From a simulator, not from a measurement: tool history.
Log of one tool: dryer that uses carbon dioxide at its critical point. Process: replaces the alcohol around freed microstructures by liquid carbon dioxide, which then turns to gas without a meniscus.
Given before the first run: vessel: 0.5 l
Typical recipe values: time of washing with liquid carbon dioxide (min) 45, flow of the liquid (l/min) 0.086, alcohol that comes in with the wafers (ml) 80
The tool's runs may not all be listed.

run,hour,time of washing with liquid carbon dioxide (min),flow of the liquid (l/min),alcohol that comes in with the wafers (ml),alcohol left in the vessel before it's heated (ppm by volume)
1,0,45,0.086,80,195
2,29.2,45,0.086,80,209
3,53.4,45,0.086,80,225
4,92.8,45,0.086,80,233
5,133.1,45,0.086,80,256
6,177.8,45,0.1405,80,50
7,200,45,0.1405,80,56
8,231,45,0.0768,80,546
9,252.6,45,0.0522,80,3100
10,280.4,34,0.0522,80,8432
# hour 287.6: inlet filter changed
11,312.3,46,0.086,80,149
12,350.2,45,0.086,80,170
13,381.8,45,0.086,74,170
14,426,45,0.086,74,189
15,450.1,45,0.086,74,201
16,491.9,45,0.086,74,212
17,513.3,45,0.086,74,216
18,547.4,45,0.086,74,224
19,568,45,0.086,80,256
20,610.9,45,0.086,22,132
21,638.2,45,0.086,22,120
22,667.6,45,0.1113,22,80
23,707.1,45,0.0875,22,130
24,742.7,63,0.0875,26,88
# hour 789.7: inlet filter changed
25,789.7,40,0.0749,26,243
26,820.6,50,0.119,80,87
27,844.4,68,0.081,57,90
28,889.2,51,0.1217,26,88
29,929,27,0.1424,119,294
30,975,45,0.0816,80,302
31,1003.1,45,0.0816,80,294
32,1042.2,45,0.0816,80,321
33,1087.1,45,0.086,93,299
34,1132.3,51,0.086,80,182
35,1153.9,51,0.086,80,184
36,1173.3,51,0.086,80,190
37,1219.3,51,0.086,80,208
# hour 1239.6: purifier's bed changed
38,1246.4,55,0.1038,80,23
39,1270.8,37,0.1319,36,26
# hour 1294.8: inlet filter changed
40,1310.3,37,0.1319,36,11
41,1346.6,37,0.1319,36,15
42,1374.3,45,0.1444,80,16
43,1409.9,45,0.1444,90,15
44,1452.1,45,0.1444,90,26
45,1476.6,42,0.0841,80,282
46,1502.5,29,0.0841,35,865

Forecast each of these 3 alternatives for the next run:
A,1542.2,64,0.1084,24,?
B,1542.2,39,0.0625,22,?
C,1542.2,29,0.0841,94,?

run,alcohol left in the vessel before it's heated (ppm by volume)
A,26
B,545
C,2389
With the hidden condition removed and each run's random variation left untouched, the same runs would have given:
run,alcohol left in the vessel before it's heated (ppm by volume)
A,8
B,379
C,1716
